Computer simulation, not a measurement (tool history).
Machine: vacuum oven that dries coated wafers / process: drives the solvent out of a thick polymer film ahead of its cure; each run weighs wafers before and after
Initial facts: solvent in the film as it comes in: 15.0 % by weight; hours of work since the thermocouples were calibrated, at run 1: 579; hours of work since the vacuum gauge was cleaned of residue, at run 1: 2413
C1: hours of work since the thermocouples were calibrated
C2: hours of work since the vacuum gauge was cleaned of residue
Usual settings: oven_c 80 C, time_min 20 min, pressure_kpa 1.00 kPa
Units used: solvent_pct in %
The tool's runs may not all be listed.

run 1 hour=0.0 | oven_c=80 time_min=20 pressure_kpa=1.00 | C1=579 C2=2413 | solvent_pct=2.70
-- hour=77.5 vacuum gauge cleaned of residue and calibrated
run 2 hour=79.5 | oven_c=80 time_min=20 pressure_kpa=1.00 | C1=627 C2=1 | solvent_pct=2.72
run 3 hour=142.4 | oven_c=80 time_min=20 pressure_kpa=1.00 | C1=666 C2=40 | solvent_pct=2.71
run 4 hour=217.5 | oven_c=80 time_min=20 pressure_kpa=3.32 | C1=712 C2=87 | solvent_pct=4.29
run 5 hour=285.6 | oven_c=80 time_min=20 pressure_kpa=3.32 | C1=754 C2=129 | solvent_pct=4.33
run 6 hour=384.5 | oven_c=80 time_min=20 pressure_kpa=3.32 | C1=816 C2=190 | solvent_pct=4.39
-- hour=429.1 oven's thermocouples calibrated
run 7 hour=436.9 | oven_c=91 time_min=25 pressure_kpa=1.19 | C1=5 C2=221 | solvent_pct=1.02
run 8 hour=546.5 | oven_c=73 time_min=19 pressure_kpa=1.40 | C1=73 C2=289 | solvent_pct=4.74
run 9 hour=619.2 | oven_c=93 time_min=32 pressure_kpa=3.26 | C1=118 C2=334 | solvent_pct=1.63
run 10 hour=695.9 | oven_c=89 time_min=11 pressure_kpa=1.78 | C1=165 C2=381 | solvent_pct=3.69
run 11 hour=785.0 | oven_c=81 time_min=14 pressure_kpa=1.78 | C1=220 C2=436 | solvent_pct=4.39

Below are 5 alternative next runs, each starting from the tool's condition after run 11. Predict each:
run A hour=881.0 | oven_c=92 time_min=25 pressure_kpa=1.78 | C1=280 C2=496 | solvent_pct=?
run B hour=881.0 | oven_c=80 time_min=20 pressure_kpa=2.24 | C1=280 C2=496 | solvent_pct=?
run C hour=881.0 | oven_c=81 time_min=15 pressure_kpa=2.70 | C1=280 C2=496 | solvent_pct=?
run D hour=881.0 | oven_c=77 time_min=13 pressure_kpa=1.42 | C1=280 C2=496 | solvent_pct=?
run E hour=881.0 | oven_c=81 time_min=25 pressure_kpa=2.49 | C1=280 C2=496 | solvent_pct=?

run=A solvent_pct=1.17
run=B solvent_pct=3.59
run=C solvent_pct=4.61
run=D solvent_pct=5.32
run=E solvent_pct=2.97
Without the tool's hidden state the same runs would have given:
run=A solvent_pct=1.16
run=B solvent_pct=3.59
run=C solvent_pct=4.61
run=D solvent_pct=5.32
run=E solvent_pct=2.97
